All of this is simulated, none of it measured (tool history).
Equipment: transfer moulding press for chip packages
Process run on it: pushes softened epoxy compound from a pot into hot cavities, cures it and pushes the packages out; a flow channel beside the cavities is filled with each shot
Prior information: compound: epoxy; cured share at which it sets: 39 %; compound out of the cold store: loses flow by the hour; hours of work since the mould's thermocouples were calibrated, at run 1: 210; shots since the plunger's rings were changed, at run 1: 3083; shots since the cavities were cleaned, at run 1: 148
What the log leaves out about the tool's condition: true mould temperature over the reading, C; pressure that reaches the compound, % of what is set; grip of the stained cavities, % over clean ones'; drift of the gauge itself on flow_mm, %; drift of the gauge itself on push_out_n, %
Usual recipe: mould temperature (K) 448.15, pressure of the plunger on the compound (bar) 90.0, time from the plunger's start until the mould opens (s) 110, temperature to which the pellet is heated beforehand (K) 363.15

run	hour	mould temperature (K)	pressure of the plunger on the compound (bar)	time from the plunger's start until the mould opens (s)	temperature to which the pellet is heated beforehand (K)	hours of work since the mould's thermocouples were calibrated	shots since the plunger's rings were changed	shots since the cavities were cleaned	incoming compound's hours out of the cold store	length that the compound runs in the flow channel (mm)	greatest force on the pins that push the packages out (N)
1	0.0	448.15	90.0	110	363.15	210	3083	148	12.9	548	628
2	42.8	448.15	106.9	110	363.15	234	3487	552	22.1	562	779
# hour 48.6: cavities cleaned with cleaning compound and waxed
3	91.0	448.15	90.0	110	363.15	260	3929	401	42.0	489	743
# hour 109.5: cavities cleaned with cleaning compound and waxed
4	132.9	448.15	90.0	110	363.15	283	4311	221	20.5	521	654
# hour 174.8: cavities cleaned with cleaning compound and waxed
5	200.0	448.15	90.0	110	363.15	320	4931	238	26.8	508	701
6	233.7	448.15	90.0	110	363.15	339	5249	556	11.1	539	804
# hour 242.4: cavities cleaned with cleaning compound and waxed
# hour 295.7: plunger's sealing rings changed
7	302.4	448.15	90.0	110	363.15	376	64	544	43.3	506	787
# hour 308.3: cavities cleaned with cleaning compound and waxed
# hour 369.5: cavities cleaned with cleaning compound and waxed
8	371.2	448.15	91.3	110	363.15	413	686	16	23.5	553	527
# hour 433.9: cavities cleaned with cleaning compound and waxed
9	444.3	448.15	91.3	110	363.15	454	1362	98	42.9	514	568
10	479.6	448.15	91.3	110	363.15	474	1696	432	29.9	532	767
# hour 499.1: cavities cleaned with cleaning compound and waxed
11	544.5	448.15	91.3	110	363.15	510	2296	430	44.4	488	771
# hour 563.9: cavities cleaned with cleaning compound and waxed
12	593.6	448.15	91.3	110	363.15	536	2746	281	32.9	520	711
# hour 625.6: cavities cleaned with cleaning compound and waxed
13	635.0	448.15	90.0	115	363.15	559	3123	89	21.4	533	556
# hour 671.2: mould's thermocouples calibrated
14	679.7	448.15	90.0	115	363.15	5	3527	493	47.3	476	755
# hour 692.7: cavities cleaned with cleaning compound and waxed
15	717.4	448.15	68.9	119	363.15	25	3869	234	37.4	437	646
# hour 754.6: cavities cleaned with cleaning compound and waxed
16	756.1	448.15	89.2	106	360.15	46	4221	14	22.8	515	577
17	790.8	448.15	89.2	106	360.15	66	4548	341	41.1	472	796
# hour 817.0: cavities cleaned with cleaning compound and waxed
# hour 845.3: mould's thermocouples calibrated, once more
18	872.3	450.15	97.1	150	363.15	15	5286	504	36.2	489	700
# hour 884.0: cavities cleaned with cleaning compound and waxed
# hour 929.7: plunger's sealing rings changed
# hour 947.5: cavities cleaned with cleaning compound and waxed
19	951.6	447.15	90.0	110	354.15	57	193	39	8.2	591	591
# hour 1013.2: cavities cleaned with cleaning compound and waxed
20	1015.2	454.15	90.0	124	354.15	92	780	19	41.9	496	453
21	1047.1	442.15	69.3	110	363.15	110	1081	320	14.9	516	1016
# hour 1076.8: cavities cleaned with cleaning compound and waxed
22	1117.1	442.15	69.3	110	363.15	149	1729	381	23.7	483	1039
# hour 1137.6: cavities cleaned with cleaning compound and waxed
23	1170.5	448.15	83.4	115	363.15	178	2219	310	29.8	509	716
# hour 1201.4: cavities cleaned with cleaning compound and waxed
24	1214.7	445.15	83.4	142	363.15	203	2623	125	42.5	479	571
# hour 1267.0: cavities cleaned with cleaning compound and waxed
25	1290.8	445.15	83.4	142	363.15	245	3329	225	9.3	544	593
# hour 1332.8: cavities cleaned with cleaning compound and waxed
26	1365.3	445.15	83.4	142	363.15	286	4019	307	34.8	477	652
# hour 1394.0: cavities cleaned with cleaning compound and waxed
27	1420.0	448.15	95.0	125	373.15	316	4522	246	43.1	482	612

Here are 3 independent what-if runs from the current tool condition. What would each one return?
# hour 1458.6: cavities cleaned with cleaning compound and waxed
A	1499.0	448.15	88.1	125	373.15	360	5254	381	17.6	?	?
# hour 1458.6: cavities cleaned with cleaning compound and waxed
B	1499.0	452.15	95.0	125	373.15	360	5254	381	9.4	?	?
# hour 1458.6: cavities cleaned with cleaning compound and waxed
C	1499.0	448.15	90.0	110	367.15	360	5254	381	36.6	?	?

run	length that the compound runs in the flow channel (mm)	greatest force on the pins that push the packages out (N)
A	515	686
B	542	659
C	476	741
Without the tool's hidden state the same runs would have given:
run	length that the compound runs in the flow channel (mm)	greatest force on the pins that push the packages out (N)
A	566	448
B	595	437
C	523	479

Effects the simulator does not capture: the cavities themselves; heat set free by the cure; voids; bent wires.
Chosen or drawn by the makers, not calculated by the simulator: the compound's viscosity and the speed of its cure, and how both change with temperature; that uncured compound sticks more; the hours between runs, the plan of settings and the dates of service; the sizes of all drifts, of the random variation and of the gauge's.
